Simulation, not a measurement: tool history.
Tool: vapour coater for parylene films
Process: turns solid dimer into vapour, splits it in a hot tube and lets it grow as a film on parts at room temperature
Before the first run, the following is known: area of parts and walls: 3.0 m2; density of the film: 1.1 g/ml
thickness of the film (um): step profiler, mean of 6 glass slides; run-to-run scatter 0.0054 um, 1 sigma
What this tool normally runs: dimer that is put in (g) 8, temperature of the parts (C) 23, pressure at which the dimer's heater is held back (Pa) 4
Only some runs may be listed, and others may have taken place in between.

run	day	dimer that is put in (g)	temperature of the parts (C)	pressure at which the dimer's heater is held back (Pa)	thickness of the film (um)
1	0	8	23	4	1.241
2	2.604	8	23	4	1.234
3	4.829	8	23	4	1.229
# day 7.238: trap's valve overhauled
4	7.908	8	23	4	1.313
5	10.204	8	23	3.82	1.306
6	13.279	8	23	3.82	1.31
7	16.542	8	23	3.82	1.311
8	18.046	8	23	3.82	1.292
9	19.438	8	23	3.82	1.297
10	21.262	8	23	4	1.285
11	23.908	4	16	5.04	0.712
12	25.296	4	32	8.36	0.473
13	28.692	8	16	4	1.467
14	31.479	8	16	8.45	1.302
15	34.454	8	23	3.04	1.314
16	36.167	10	23	10.31	1.35
17	37.575	8	23	4.51	1.232
18	40.621	9	30	4.81	1.176
19	42.608	8	24	4.08	1.203
20	44.696	8	25	4	1.188

Each row is a separate what-if for the run after 20, all from the same tool condition, not one after another. Results?
A	48.104	8	28	4	?
B	48.104	7	17	7.97	?
C	48.104	4	19	8.74	?

run	thickness of the film (um)
A	1.118
B	1.088
C	0.583
Take away the tool's hidden state, keep each run's random variation, and the runs would have read:
run	thickness of the film (um)
A	1.207
B	1.175
C	0.631
